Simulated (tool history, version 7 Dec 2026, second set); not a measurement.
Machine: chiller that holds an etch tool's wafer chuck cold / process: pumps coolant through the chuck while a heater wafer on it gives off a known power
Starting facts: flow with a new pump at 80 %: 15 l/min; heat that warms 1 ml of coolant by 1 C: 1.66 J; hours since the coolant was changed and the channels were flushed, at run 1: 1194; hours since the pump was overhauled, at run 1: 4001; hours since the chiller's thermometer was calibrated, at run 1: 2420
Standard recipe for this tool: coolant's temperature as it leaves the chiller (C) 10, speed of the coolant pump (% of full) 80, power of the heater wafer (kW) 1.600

| run | hour | coolant's temperature as it leaves the chiller (C) | speed of the coolant pump (% of full) | power of the heater wafer (kW) | hours since the coolant was changed and the channels were flushed | hours since the pump was overhauled | hours since the chiller's thermometer was calibrated | chuck's temperature once it has settled (C) | how much warmer the coolant comes back (C) |
|---|---|---|---|---|---|---|---|---|---|
| 1 | 0.0 | 10 | 80 | 1.600 | 1194 | 4001 | 2420 | 20.7 | 3.85 |
| 2 | 29.4 | 10 | 80 | 1.600 | 1223 | 4031 | 2450 | 20.8 | 3.89 |
| 3 | 86.1 | 10 | 80 | 1.600 | 1280 | 4087 | 2506 | 20.8 | 3.87 |
| 4 | 123.1 | 0 | 80 | 1.600 | 1317 | 4124 | 2543 | 10.8 | 3.89 |
| 5 | 185.9 | 0 | 80 | 1.600 | 1380 | 4187 | 2606 | 11.0 | 3.88 |
|  | 199.1 | coolant pump overhauled |
| 6 | 229.6 | 10 | 83 | 1.600 | 1419 | 31 | 2645 | 20.4 | 3.73 |
| 7 | 294.7 | 10 | 80 | 0.885 | 1484 | 96 | 2710 | 15.9 | 2.15 |
| 8 | 343.6 | 10 | 80 | 0.885 | 1532 | 144 | 2759 | 15.9 | 2.12 |
| 9 | 404.7 | 10 | 96 | 1.600 | 1594 | 206 | 2820 | 19.7 | 3.18 |
| 10 | 458.9 | 9 | 67 | 1.600 | 1648 | 260 | 2874 | 21.5 | 4.62 |
| 11 | 488.9 | 9 | 67 | 1.600 | 1678 | 290 | 2904 | 21.4 | 4.63 |
| 12 | 519.2 | 1 | 73 | 1.303 | 1708 | 320 | 2935 | 10.3 | 3.46 |
| 13 | 577.1 | 10 | 80 | 1.670 | 1766 | 378 | 2992 | 21.3 | 4.02 |
| 14 | 617.0 | 4 | 98 | 1.642 | 1806 | 418 | 3032 | 13.6 | 3.28 |
| 15 | 675.5 | 9 | 92 | 0.836 | 1864 | 476 | 3091 | 14.1 | 1.77 |

3 options for the next run, each taken on its own from the tool as it stands now. Forecast them:
| A | 709.4 | 10 | 80 | 0.904 | 1898 | 510 | 3125 | ? | ? |
| B | 709.4 | 10 | 80 | 1.305 | 1898 | 510 | 3125 | ? | ? |
| C | 709.4 | 1 | 75 | 2.092 | 1898 | 510 | 3125 | ? | ? |

| run | chuck's temperature once it has settled (C) | how much warmer the coolant comes back (C) |
|---|---|---|
| A | 16.0 | 2.18 |
| B | 18.8 | 3.17 |
| C | 15.9 | 5.39 |
What these runs would have given with no unlogged condition in the tool:
| run | chuck's temperature once it has settled (C) | how much warmer the coolant comes back (C) |
|---|---|---|
| A | 16.0 | 2.18 |
| B | 18.8 | 3.17 |
| C | 15.9 | 5.39 |

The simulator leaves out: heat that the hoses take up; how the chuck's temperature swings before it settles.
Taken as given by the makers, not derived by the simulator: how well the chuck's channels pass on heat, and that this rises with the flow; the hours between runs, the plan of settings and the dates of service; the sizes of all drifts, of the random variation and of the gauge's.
